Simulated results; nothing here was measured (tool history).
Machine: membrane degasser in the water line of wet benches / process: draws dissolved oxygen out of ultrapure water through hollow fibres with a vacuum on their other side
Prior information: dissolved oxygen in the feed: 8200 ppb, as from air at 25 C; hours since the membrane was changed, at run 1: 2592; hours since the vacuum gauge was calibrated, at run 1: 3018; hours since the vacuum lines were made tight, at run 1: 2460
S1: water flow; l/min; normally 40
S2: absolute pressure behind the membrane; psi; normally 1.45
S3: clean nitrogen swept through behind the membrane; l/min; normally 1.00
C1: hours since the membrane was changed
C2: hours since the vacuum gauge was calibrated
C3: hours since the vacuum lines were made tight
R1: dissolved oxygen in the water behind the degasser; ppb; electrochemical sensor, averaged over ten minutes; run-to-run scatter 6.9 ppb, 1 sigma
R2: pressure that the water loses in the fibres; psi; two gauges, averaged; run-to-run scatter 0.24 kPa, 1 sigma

run 1 day=0.000 | S1=40 S2=1.45 S3=1.00 | C1=2592 C2=3018 C3=2460 | R1=724.9 R2=9.533
run 2 day=3.054 | S1=52 S2=1.45 S3=1.00 | C1=2665 C2=3092 C3=2534 | R1=901.9 R2=12.465
run 3 day=5.075 | S1=52 S2=1.45 S3=1.00 | C1=2714 C2=3140 C3=2582 | R1=895.8 R2=12.462
run 4 day=7.867 | S1=40 S2=1.45 S3=1.00 | C1=2781 C2=3207 C3=2649 | R1=719.6 R2=9.658
run 5 day=9.554 | S1=40 S2=3.48 S3=1.00 | C1=2821 C2=3248 C3=2690 | R1=1595.0 R2=9.617
-- day=9.725 vacuum gauge calibrated
run 6 day=11.417 | S1=40 S2=3.25 S3=1.53 | C1=2865 C2=41 C3=2734 | R1=1159.0 R2=9.542
run 7 day=13.388 | S1=61 S2=1.89 S3=0.96 | C1=2913 C2=88 C3=2781 | R1=1315.2 R2=14.700
-- day=15.788 vacuum gauge calibrated, once more
run 8 day=16.217 | S1=59 S2=2.32 S3=1.78 | C1=2980 C2=10 C3=2849 | R1=1091.1 R2=14.164
run 9 day=18.038 | S1=41 S2=2.45 S3=1.04 | C1=3024 C2=54 C3=2892 | R1=1173.3 R2=9.879
-- day=18.312 seals of the vacuum lines changed
run 10 day=19.775 | S1=35 S2=1.41 S3=0.90 | C1=3063 C2=94 C3=35 | R1=667.0 R2=8.415

What differs in the tool's unlogged condition from the final listed run ahead of each entry between runs to the first listed run following it?
Logged between run 5 and run 6: vacuum gauge calibrated (day 9.725)
  true pressure behind the membrane over the reading, kPa: 0.09 -> 0.15; air that leaks in behind the membrane, l/min: 0.0182 -> 0.0184
  difference, measured minus the result without the unlogged condition, R1: +31.6 -> +37.7 ppb; R2: +0.390 -> +0.396 psi
Logged between run 7 and run 8: vacuum gauge calibrated, once more (day 15.788)
  membrane still open, %: 95.8 -> 95.7; true pressure behind the membrane over the reading, kPa: 0.15 -> -0.02; air that leaks in behind the membrane, l/min: 0.0187 -> 0.0191
  difference, measured minus the result without the unlogged condition, R1: +48.5 -> +39.2 ppb; R2: +0.618 -> +0.611 psi
Logged between run 9 and run 10: seals of the vacuum lines changed (day 18.312)
  true pressure behind the membrane over the reading, kPa: -0.02 -> -0.01; air that leaks in behind the membrane, l/min: 0.0193 -> 0.0038
  difference, measured minus the result without the unlogged condition, R1: +29.5 -> +27.4 ppb; R2: +0.432 -> +0.371 psi
